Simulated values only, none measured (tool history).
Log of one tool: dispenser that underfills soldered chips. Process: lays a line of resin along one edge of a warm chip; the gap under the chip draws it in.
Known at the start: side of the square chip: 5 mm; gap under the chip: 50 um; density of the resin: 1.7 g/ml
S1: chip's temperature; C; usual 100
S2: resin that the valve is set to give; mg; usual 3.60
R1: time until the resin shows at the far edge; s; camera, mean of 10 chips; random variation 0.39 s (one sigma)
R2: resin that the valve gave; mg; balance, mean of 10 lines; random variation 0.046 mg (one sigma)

Run 1, hour 0.0: usual settings. Result: R1 42.4 s, R2 3.51 mg.
Run 2, hour 3.6: usual settings. Result: R1 53.8 s, R2 3.57 mg.
At hour 4.4: new syringe of resin.
Run 3, hour 6.4: usual settings. Result: R1 28.5 s, R2 3.49 mg.
Run 4, hour 11.5: usual settings but S1 104 C. Result: R1 35.0 s, R2 3.51 mg.
Run 5, hour 14.7: usual settings but S1 104 C. Result: R1 41.9 s, R2 3.52 mg.
At hour 17.8: new syringe of resin.
Run 6, hour 19.4: usual settings but S1 104 C. Result: R1 24.8 s, R2 3.52 mg.
Run 7, hour 22.2: usual settings but S1 104 C. Result: R1 29.7 s, R2 3.52 mg.
Run 8, hour 24.7: usual settings. Result: R1 38.4 s, R2 3.50 mg.
Run 9, hour 29.2: usual settings. Result: R1 49.9 s, R2 3.51 mg.
At hour 31.4: new syringe of resin.
Run 10, hour 32.5: usual settings. Result: R1 26.5 s, R2 3.47 mg.
Run 11, hour 36.1: usual settings. Result: R1 33.1 s, R2 3.53 mg.
Run 12, hour 39.4: usual settings. Result: R1 40.6 s, R2 3.39 mg.
At hour 44.9: new syringe of resin.
Run 13, hour 45.5: usual settings. Result: R1 26.8 s, R2 3.45 mg.
Run 14, hour 48.4: usual settings. Result: R1 31.7 s, R2 3.47 mg.
Run 15, hour 51.1: usual settings but S1 114 C. Result: R1 25.3 s, R2 3.41 mg.
Run 16, hour 55.4: usual settings but S1 114 C. Result: R1 32.1 s, R2 3.49 mg.
At hour 58.3: new syringe of resin.
Run 17, hour 60.8: usual settings but S1 93 C, S2 3.32 mg. Result: R1 36.4 s, R2 3.26 mg.
Run 18, hour 65.5: usual settings but S1 107 C, S2 4.15 mg. Result: R1 32.4 s, R2 3.89 mg.
Run 19, hour 70.7: usual settings but S1 107 C, S2 4.15 mg. Result: R1 44.5 s, R2 3.94 mg.
At hour 71.7: new syringe of resin.
Run 20, hour 76.9: usual settings but S1 96 C, S2 3.25 mg. Result: R1 39.8 s, R2 3.13 mg.
Run 21, hour 82.3: usual settings but S1 85 C, S2 4.52 mg. Result: R1 73.1 s, R2 4.20 mg.
At hour 85.3: new syringe of resin.
Run 22, hour 85.3: usual settings but S1 91 C, S2 3.54 mg. Result: R1 34.0 s, R2 3.32 mg.
Run 23, hour 87.8: usual settings but S1 109 C, S2 4.42 mg. Result: R1 23.3 s, R2 4.17 mg.
Run 24, hour 92.1: usual settings but S1 109 C, S2 4.62 mg. Result: R1 29.7 s, R2 4.24 mg.
Run 25, hour 96.2: usual settings but S1 115 C. Result: R1 34.0 s, R2 3.41 mg.
At hour 98.6: new syringe of resin.
Run 26, hour 101.2: usual settings but S1 115 C. Result: R1 19.7 s, R2 3.32 mg.
Run 27, hour 104.0: usual settings but S1 91 C, S2 4.09 mg. Result: R1 45.7 s, R2 3.82 mg.
At hour 107.8: dispensing valve cleaned and set on the balance.
Run 28, hour 109.0: usual settings but S1 107 C, S2 4.14 mg. Result: R1 36.4 s, R2 4.16 mg.
At hour 113.0: new syringe of resin.
Run 29, hour 113.0: usual settings but S1 107 C, S2 4.14 mg. Result: R1 21.2 s, R2 4.14 mg.
Run 30, hour 117.8: usual settings but S1 91 C, S2 3.13 mg. Result: R1 44.5 s, R2 3.14 mg.
Run 31, hour 121.6: usual settings but S1 106 C. Result: R1 36.5 s, R2 3.52 mg.

The same runs without the tool's hidden state, with the same run-to-run variation:
The hidden state here: resin's viscosity, % of fresh resin's; dose that the valve gives, % of what is set; true chip temperature over the reading, C; drift of the gauge itself on fill_s, %; drift of the gauge itself on given_mg, %.
run    R1    R2
  1  24.8  3.55
  2  25.5  3.61
  3  24.9  3.54
  4  22.7  3.57
  5  22.0  3.59
  6  22.3  3.60
  7  22.6  3.61
  8  25.1  3.59
  9  24.9  3.61
 10  24.7  3.58
 11  24.8  3.65
 12  24.9  3.51
 13  25.2  3.58
 14  25.2  3.60
 15  17.1  3.55
 16  16.5  3.65
 17  30.2  3.41
 18  20.3  4.09
 19  20.3  4.15
 20  28.6  3.31
 21  38.3  4.47
 22  32.9  3.54
 23  19.6  4.45
 24  19.1  4.55
 25  17.4  3.66
 26  16.6  3.57
 27  32.6  4.12
 28  20.4  4.16
 29  20.7  4.15
 30  32.7  3.16
 31  21.4  3.55
